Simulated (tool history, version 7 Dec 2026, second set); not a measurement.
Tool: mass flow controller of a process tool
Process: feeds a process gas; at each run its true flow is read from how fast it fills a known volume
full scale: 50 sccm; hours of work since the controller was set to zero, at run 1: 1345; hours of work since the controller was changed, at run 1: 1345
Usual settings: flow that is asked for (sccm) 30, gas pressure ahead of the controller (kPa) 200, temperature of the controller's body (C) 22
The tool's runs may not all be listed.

run    hour  flow that is asked for (sccm)  gas pressure ahead of the controller (kPa)  temperature of the controller's body (C)  hours of work since the controller was set to zero  hours of work since the controller was changed  true flow (%)
  1     0.0                             30                                         200                                        22                                                1345                                            1345          99.71
  2   145.6                             41                                         200                                        22                                                1395                                            1395         100.08
  3   353.2                             41                                         200                                        22                                                1467                                            1467         100.18
  4   521.7                             41                                         200                                        22                                                1525                                            1525         100.21
  5   733.3                             41                                         200                                        22                                                1598                                            1598         100.24
  6   937.8                             41                                         200                                        22                                                1669                                            1669         100.23
  7  1136.7                             30                                         200                                        22                                                1738                                            1738          99.97
  8  1288.0                             30                                         185                                        22                                                1790                                            1790         100.03
  9  1436.8                             30                                         190                                        22                                                1841                                            1841          99.99
 10  1584.2                             30                                         190                                        22                                                1892                                            1892         100.13
 11  1722.5                             30                                         190                                        22                                                1940                                            1940         100.05
 12  1820.6                             30                                         200                                        22                                                1974                                            1974         100.08
 13  2005.3                             30                                         200                                        22                                                2037                                            2037         100.24
 14  2192.2                             30                                         200                                        22                                                2102                                            2102         100.32
 15  2341.0                             30                                         200                                        22                                                2153                                            2153         100.12
 16  2435.9                             30                                         200                                        22                                                2186                                            2186         100.21
 17  2646.5                             30                                         218                                        22                                                2259                                            2259         100.43
 18  2862.8                             30                                         218                                        22                                                2333                                            2333         100.39
 19  3004.6                             30                                         209                                        22                                                2382                                            2382         100.36
 20  3148.9                             30                                         209                                        22                                                2432                                            2432         100.41
 21  3281.8                             30                                         200                                        22                                                2478                                            2478         100.58
 22  3372.5                             30                                         200                                        22                                                2509                                            2509         100.40
 23  3566.6                             30                                         268                                        22                                                2576                                            2576         100.61
 24  3683.7                             30                                         268                                        22                                                2617                                            2617         100.67
 25  3868.8                             30                                         268                                        22                                                2681                                            2681         100.76
 26  4023.0                              9                                         188                                        22                                                2734                                            2734         100.08
 27  4136.3                             43                                         274                                        39                                                2773                                            2773          99.04
 28  4329.4                             35                                         164                                        32                                                2840                                            2840          99.55
 29  4418.5                             39                                         164                                        30                                                2871                                            2871          99.94
 30  4587.8                             39                                         164                                        30                                                2929                                            2929          99.85
 31  4691.0                             39                                         164                                        30                                                2965                                            2965         100.02
     4725.5  -- gauge calibrated
 32  4815.8                              9                                         266                                        24                                                3008                                            3008          99.20
 33  4914.3                              7                                         198                                        22                                                3042                                            3042          99.13
 34  5062.2                             33                                         166                                        31                                                3093                                            3093          98.88
 35  5203.1                             12                                         200                                        22                                                3141                                            3141          99.53
 36  5317.2                             13                                         272                                        40                                                3181                                            3181          97.59
 37  5410.0                             15                                         216                                        32                                                3213                                            3213          98.37
 38  5609.8                             15                                         216                                        32                                                3282                                            3282          98.46

Forecast run 39:
 39  5705.3                             15                                         216                                        32                                                3315                                            3315              ?

Run 39 gave true flow (%) 98.42.
Without the tool's hidden state the same run would have given true flow (%) 98.26.

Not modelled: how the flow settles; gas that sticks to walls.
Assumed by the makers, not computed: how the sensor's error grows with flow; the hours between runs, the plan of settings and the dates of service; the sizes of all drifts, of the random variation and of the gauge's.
